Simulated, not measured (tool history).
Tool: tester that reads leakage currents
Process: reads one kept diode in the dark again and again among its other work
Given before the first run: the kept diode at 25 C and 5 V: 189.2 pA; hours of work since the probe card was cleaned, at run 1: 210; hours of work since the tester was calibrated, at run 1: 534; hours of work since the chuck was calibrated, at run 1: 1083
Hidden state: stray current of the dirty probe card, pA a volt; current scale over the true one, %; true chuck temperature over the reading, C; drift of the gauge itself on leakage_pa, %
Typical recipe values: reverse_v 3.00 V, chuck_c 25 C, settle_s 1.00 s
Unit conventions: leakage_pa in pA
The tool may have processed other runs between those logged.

run	day	reverse_v	chuck_c	settle_s	hours of work since the probe card was cleaned	hours of work since the tester was calibrated	hours of work since the chuck was calibrated	leakage_pa
1	0.000	3.00	25	1.00	210	534	1083	187.16
2	3.612	3.00	25	1.00	257	581	1130	189.28
3	7.733	3.00	25	6.47	311	635	1184	189.92
4	11.075	3.00	25	6.47	355	679	1227	191.44
5	13.675	3.00	25	6.47	388	712	1261	191.54
6	15.775	3.00	25	6.47	416	740	1289	192.66
7	19.825	3.00	25	1.00	469	793	1341	194.86
8	23.729	3.00	25	0.50	519	843	1392	197.87
9	26.696	3.00	25	0.50	558	882	1431	198.34
10	29.979	3.00	25	0.73	601	925	1473	199.80
11	33.704	15.83	25	0.73	649	973	1522	372.09
12	37.733	15.83	25	0.73	702	1026	1574	374.48
13	41.275	3.00	25	1.00	748	1072	1620	204.17
# day 43.396: chuck's temperature calibrated
14	45.542	3.00	26	1.00	802	1126	28	263.30
15	49.729	3.00	35	1.00	857	1181	82	585.01
16	51.933	3.00	35	1.00	885	1209	111	588.01
17	55.150	3.00	35	1.00	927	1251	153	588.56
18	57.342	3.00	35	1.00	956	1280	182	593.00
19	59.617	3.00	35	1.00	985	1309	211	594.36
20	63.900	3.00	35	1.00	1041	1365	267	598.71
21	66.142	3.00	35	1.00	1070	1394	296	602.57
# day 67.188: chuck's temperature calibrated, once more
22	69.879	19.75	50	2.73	1118	1442	35	2774.35
23	73.429	4.27	25	1.58	1164	1488	81	187.80
24	75.925	4.27	25	1.58	1197	1521	114	190.16
25	77.883	5.96	46	1.69	1222	1546	139	1340.09
26	80.750	2.69	60	0.47	1259	1583	177	3083.98
27	84.954	18.46	30	1.95	1314	1638	231	526.49
28	87.746	2.17	53	0.63	1350	1674	268	1666.50
29	92.129	3.03	48	0.63	1407	1732	325	1269.31
30	94.271	4.34	31	1.00	1435	1759	353	339.63
31	97.800	4.34	31	1.00	1481	1805	398	344.25
32	101.771	4.34	31	1.00	1533	1857	450	344.72
33	105.617	4.34	31	1.00	1583	1907	500	349.22
34	108.621	3.00	28	6.04	1622	1946	539	233.75
35	110.712	3.00	55	2.87	1649	1973	567	2266.65
36	114.983	3.00	55	2.87	1705	2029	622	2298.75
37	117.367	3.94	21	6.82	1736	2060	653	138.38
38	119.783	3.94	21	6.82	1767	2092	685	139.54
39	123.458	3.94	28	1.53	1815	2139	732	265.93
40	126.221	1.48	28	1.53	1851	2175	768	187.80

How the hidden state differs across the entries between the runs, from the last listed run before each to the first after it:
Between runs 13 and 14: chuck's temperature calibrated (day 43.396)
  stray current of the dirty probe card, pA a volt: 0.842 -> 0.9; current scale over the true one, %: 0.32 -> 0.34; true chuck temperature over the reading, C: 2.49 -> 4.25
  measured value less the no-hidden-state value, leakage_pa: +44.96 -> +87.96 pA
Between runs 21 and 22: chuck's temperature calibrated, once more (day 67.188)
  stray current of the dirty probe card, pA a volt: 1.174 -> 1.221; current scale over the true one, %: 0.43 -> 0.45; true chuck temperature over the reading, C: 4.65 -> 0.06
  measured value less the no-hidden-state value, leakage_pa: +205.29 -> +50.10 pA
